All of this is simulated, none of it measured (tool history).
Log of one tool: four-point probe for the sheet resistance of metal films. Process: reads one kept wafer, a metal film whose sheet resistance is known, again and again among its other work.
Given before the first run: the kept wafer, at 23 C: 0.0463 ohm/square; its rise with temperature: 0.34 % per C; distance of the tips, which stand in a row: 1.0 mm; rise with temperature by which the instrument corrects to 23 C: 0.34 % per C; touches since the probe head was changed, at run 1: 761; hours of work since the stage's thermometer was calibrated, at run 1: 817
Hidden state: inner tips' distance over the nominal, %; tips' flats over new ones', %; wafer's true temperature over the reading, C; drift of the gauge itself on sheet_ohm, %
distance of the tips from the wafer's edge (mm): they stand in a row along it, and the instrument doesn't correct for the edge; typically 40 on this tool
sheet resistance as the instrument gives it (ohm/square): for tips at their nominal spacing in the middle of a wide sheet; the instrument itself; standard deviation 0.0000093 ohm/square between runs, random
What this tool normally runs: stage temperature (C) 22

run   hour  stage temperature (C)  distance of the tips from the wafer's edge (mm)  touches since the probe head was changed  hours of work since the stage's thermometer was calibrated  sheet resistance as the instrument gives it (ohm/square)
  1      0                     22                                               40                                       761                                                         817                                                  0.046226
  2     12                     22                                               40                                      1254                                                         823                                                  0.046223
  3   21.6                     22                                               40                                      1652                                                         828                                                  0.046207
  4   28.2                     22                                               40                                      1924                                                         832                                                  0.046211
  5   34.7                     23                                               40                                      2189                                                         835                                                  0.046212
  6   49.5                     22                                               40                                      2799                                                         843                                                  0.046224
  7   62.8                     22                                               40                                      3346                                                         849                                                  0.046228
  8   69.8                     22                                               40                                      3636                                                         853                                                  0.046213
  9   77.4                     22                                               40                                      3947                                                         857                                                   0.04622
 10     85                     22                                               40                                      4262                                                         861                                                  0.046224
 11   93.8                     26                                               40                                      4625                                                         865                                                  0.046233
 12    101                     26                                               40                                      4921                                                         869                                                  0.046221
 13  108.8                     23                                               40                                      5242                                                         873                                                   0.04622
 14  122.9                     27                                               40                                      5823                                                         881                                                  0.046208
 15  130.5                     27                                               40                                      6137                                                         884                                                  0.046219
 16  138.8                     27                                               40                                      6477                                                         889                                                  0.046233
 17  150.8                     27                                               40                                      6973                                                         895                                                  0.046212
 18  161.6                     27                                               40                                      7418                                                         901                                                   0.04621
 19  175.2                     27                                               40                                      7976                                                         908                                                  0.046201
 20    183                     27                                               60                                      8298                                                         912                                                  0.046218
 21  197.7                     22                                               40                                      8902                                                         919                                                  0.046203
 22  205.2                     22                                               40                                      9212                                                         923                                                  0.046199
 23  213.6                     22                                               40                                      9560                                                         927                                                  0.046202
 24    223                     26                                                4                                      9948                                                         932                                                  0.047701
 25  229.2                     32                                                4                                     10200                                                         935                                                  0.047703
 26  241.6                     32                                               11                                     10714                                                         942                                                   0.04641
 27  253.5                     33                                                5                                     11201                                                         948                                                  0.047175
 28  262.1                     20                                               20                                     11558                                                         952                                                   0.04625
 29  272.2                     25                                                6                                     11974                                                         958                                                  0.046869
 30  282.9                     29                                               40                                     12414                                                         963                                                  0.046213
 31  294.4                     27                                                6                                     12888                                                         969                                                  0.046886
 32  303.5                     28                                               15                                     13262                                                         974                                                  0.046296
 33  317.8                     26                                                4                                     13852                                                         981                                                  0.047674
 34  332.4                     25                                               42                                     14451                                                         989                                                  0.046201
 35  342.8                     25                                               42                                     14881                                                         994                                                  0.046183
 36  354.7                     20                                               47                                     15370                                                        1000                                                  0.046161
 37  363.9                     32                                               28                                     15748                                                        1005                                                   0.04623
 38  371.1                     32                                               28                                     16048                                                        1009                                                  0.046224
 39  379.4                     32                                               28                                     16387                                                        1013                                                  0.046212
 40  386.4                     22                                               32                                     16678                                                        1017                                                  0.046195
 41  401.6                     22                                               32                                     17303                                                        1024                                                  0.046184
 42  411.2                     32                                               32                                     17699                                                        1029                                                  0.046208
 43  420.4                     29                                               11                                     18076                                                        1034                                                  0.046392
 44  432.5                     19                                                4                                     18575                                                        1040                                                  0.047666
 45  443.2                     31                                               29                                     19014                                                        1046                                                  0.046207

Each row is a separate what-if for the run after 45, all from the same tool condition, not one after another. Results?
  A  455.3                     35                                                9                                     19512                                                        1052                                                         ?
  B  455.3                     29                                               40                                     19512                                                        1052                                                         ?
  C  455.3                     31                                                6                                     19512                                                        1052                                                         ?
  D  455.3                     22                                               11                                     19512                                                        1052                                                         ?

run  sheet resistance as the instrument gives it (ohm/square)
  A                                                  0.046502
  B                                                  0.046188
  C                                                   0.04686
  D                                                  0.046363
Stripped of hidden state, with their random variation kept, the same runs would have yielded:
run  sheet resistance as the instrument gives it (ohm/square)
  A                                                  0.046639
  B                                                  0.046323
  C                                                  0.046997
  D                                                  0.046497
